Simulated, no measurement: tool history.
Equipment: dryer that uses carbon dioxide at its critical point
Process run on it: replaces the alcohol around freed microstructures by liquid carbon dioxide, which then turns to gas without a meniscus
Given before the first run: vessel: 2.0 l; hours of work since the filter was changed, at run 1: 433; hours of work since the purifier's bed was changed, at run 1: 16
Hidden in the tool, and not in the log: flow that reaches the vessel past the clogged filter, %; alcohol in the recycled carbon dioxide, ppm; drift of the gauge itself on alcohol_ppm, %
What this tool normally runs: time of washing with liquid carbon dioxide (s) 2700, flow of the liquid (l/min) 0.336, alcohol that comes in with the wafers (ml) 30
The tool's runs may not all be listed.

run	hour	time of washing with liquid carbon dioxide (s)	flow of the liquid (l/min)	alcohol that comes in with the wafers (ml)	hours of work since the filter was changed	hours of work since the purifier's bed was changed	alcohol left in the vessel before it's heated (ppm by volume)
1	0	2700	0.336	30	433	16	32
2	25.9	2700	0.336	30	448	30	44
3	46.5	2700	0.336	30	459	41	43
4	62.5	2700	0.336	30	468	50	33
5	73.8	2700	0.336	35	474	56	51
6	95.7	2700	0.336	35	486	68	46
7	108	2700	0.439	30	492	75	21
# hour 116.2: inlet filter changed
8	135.3	2700	0.439	30	10	89	26
9	148.7	2700	0.439	30	18	96	27
10	175.2	2700	0.336	30	32	111	39
11	202.2	2700	0.336	30	47	126	39
12	219.7	2700	0.336	30	56	135	39
13	233.2	2700	0.336	30	64	143	44
14	254.1	2700	0.336	30	75	154	52
15	281.1	2700	0.336	44	90	169	61
16	297.4	2700	0.336	30	99	178	47
17	321.1	2700	0.336	30	112	191	60
18	335.9	2700	0.336	21	120	199	41
19	362.4	2700	0.336	21	134	213	45
20	389.4	2160	0.336	30	149	228	120
21	410.9	2160	0.336	30	161	240	120
22	428.1	2700	0.336	30	170	249	66
23	443.3	2700	0.336	30	178	257	62
24	461.3	2160	0.522	31	188	267	47
25	472.9	2160	0.522	31	195	273	48
26	485.2	2160	0.522	31	201	280	49
27	497.5	4260	0.392	30	208	287	32
28	513.2	4260	0.392	30	217	295	48
29	527	3420	0.254	36	224	303	84
30	538	3420	0.254	36	230	309	88
31	561.8	3420	0.254	36	243	322	100
32	587.9	3420	0.254	36	257	336	88
33	604.2	3420	0.237	58	266	345	144
34	629.2	3420	0.237	58	280	359	141
35	641.1	2700	0.434	42	286	365	65
36	653.7	2520	0.336	30	293	372	99
37	675.5	2520	0.336	30	305	384	91
38	702.5	3360	0.458	32	320	399	59
39	717.2	3360	0.458	32	328	407	66
40	742.3	3360	0.458	32	342	420	56
41	758.1	3360	0.458	32	350	429	61
42	771.1	3360	0.458	32	357	436	64
43	788	3360	0.458	32	367	445	50
44	807	3360	0.458	32	377	456	62
45	822.2	3360	0.336	48	385	464	68
46	840.3	1920	0.492	48	395	474	95

Entry by entry between the runs, the difference in hidden state between the last listed run before and the first listed run after:
In the gap between runs 7 and 8: inlet filter changed (hour 116.2)
  flow that reaches the vessel past the clogged filter, %: 94.3 -> 99.7; alcohol in the recycled carbon dioxide, ppm: 14.5 -> 16.4
  what was measured, less what the result would be without the hidden state, alcohol left in the vessel before it's heated (ppm by volume): +12 -> +11
